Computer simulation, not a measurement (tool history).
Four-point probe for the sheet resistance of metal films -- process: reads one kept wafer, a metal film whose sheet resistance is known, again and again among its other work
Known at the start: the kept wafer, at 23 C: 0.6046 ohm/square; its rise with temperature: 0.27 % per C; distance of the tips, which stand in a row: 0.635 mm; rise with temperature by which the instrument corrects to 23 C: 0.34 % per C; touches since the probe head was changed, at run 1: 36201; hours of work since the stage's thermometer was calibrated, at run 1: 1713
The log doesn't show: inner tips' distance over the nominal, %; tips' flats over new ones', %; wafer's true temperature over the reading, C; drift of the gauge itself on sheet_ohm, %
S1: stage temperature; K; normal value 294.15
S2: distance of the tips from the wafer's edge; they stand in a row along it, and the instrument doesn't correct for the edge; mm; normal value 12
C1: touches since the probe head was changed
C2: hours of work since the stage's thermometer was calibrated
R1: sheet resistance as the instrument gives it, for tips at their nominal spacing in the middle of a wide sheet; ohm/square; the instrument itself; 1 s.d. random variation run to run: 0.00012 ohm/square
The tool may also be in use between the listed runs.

Run 1, hour 0: usual settings; C1 36201; C2 1713. Result: R1 0.606417 ohm/square.
Run 2, hour 102.5: usual settings; C1 37771; C2 1760. Result: R1 0.606525 ohm/square.
Run 3, hour 201.5: usual settings; C1 39288; C2 1807. Result: R1 0.60646 ohm/square.
Run 4, hour 314.8: usual settings; C1 41022; C2 1860. Result: R1 0.606236 ohm/square.
Run 5, hour 417: usual settings but S2 6 mm; C1 42588; C2 1908. Result: R1 0.608772 ohm/square.
Run 6, hour 511.5: usual settings but S2 19 mm; C1 44035; C2 1952. Result: R1 0.605529 ohm/square.
Run 7, hour 614.3: usual settings but S2 19 mm; C1 45610; C2 2000. Result: R1 0.605671 ohm/square.
Run 8, hour 713.3: usual settings but S2 19 mm; C1 47127; C2 2046. Result: R1 0.605513 ohm/square.
Run 9, hour 777.3: usual settings but S2 19 mm; C1 48108; C2 2076. Result: R1 0.605537 ohm/square.
Run 10, hour 879.4: usual settings but S1 293.15 K; C1 49671; C2 2124. Result: R1 0.60654 ohm/square.
At hour 937.9: stage's thermometer calibrated.
Run 11, hour 962.2: usual settings; C1 50931; C2 11. Result: R1 0.606598 ohm/square.
Run 12, hour 1077.7: usual settings; C1 52700; C2 65. Result: R1 0.606608 ohm/square.
Run 13, hour 1148.1: usual settings but S1 292.15 K; C1 53779; C2 98. Result: R1 0.607443 ohm/square.
Run 14, hour 1264.4: usual settings but S1 301.15 K, S2 15 mm; C1 55559; C2 153. Result: R1 0.603391 ohm/square.
Run 15, hour 1383.1: usual settings but S1 301.15 K, S2 15 mm; C1 57378; C2 208. Result: R1 0.603177 ohm/square.
Run 16, hour 1457.5: usual settings but S1 291.15 K, S2 38 mm; C1 58518; C2 243. Result: R1 0.606775 ohm/square.
Run 17, hour 1576.1: usual settings but S1 291.15 K, S2 38 mm; C1 60334; C2 298. Result: R1 0.606925 ohm/square.
Run 18, hour 1628.2: usual settings but S1 301.15 K, S2 38 mm; C1 61132; C2 323. Result: R1 0.602651 ohm/square.
Run 19, hour 1679.1: usual settings but S1 301.15 K, S2 38 mm; C1 61912; C2 347. Result: R1 0.602845 ohm/square.
Run 20, hour 1794.4: usual settings but S1 295.15 K, S2 3 mm; C1 63677; C2 400. Result: R1 0.619303 ohm/square.
Run 21, hour 1856.6: usual settings but S1 304.15 K, S2 7 mm; C1 64630; C2 430. Result: R1 0.60393 ohm/square.
Run 22, hour 1922.3: usual settings but S1 300.15 K, S2 24 mm; C1 65636; C2 460. Result: R1 0.603017 ohm/square.
Run 23, hour 2007.4: usual settings but S1 300.15 K, S2 24 mm; C1 66940; C2 500. Result: R1 0.603198 ohm/square.

Estimate the outcome of run 24 from the log above:
Run 24, hour 2084.5: usual settings but S1 291.15 K, S2 21 mm; C1 68121; C2 536. Result: R1 ?.

{"run 24": {"R1": 0.606713}}
On a tool with no hidden condition, and with the same random variation, this run would have come out at R1 0.606836 ohm/square.
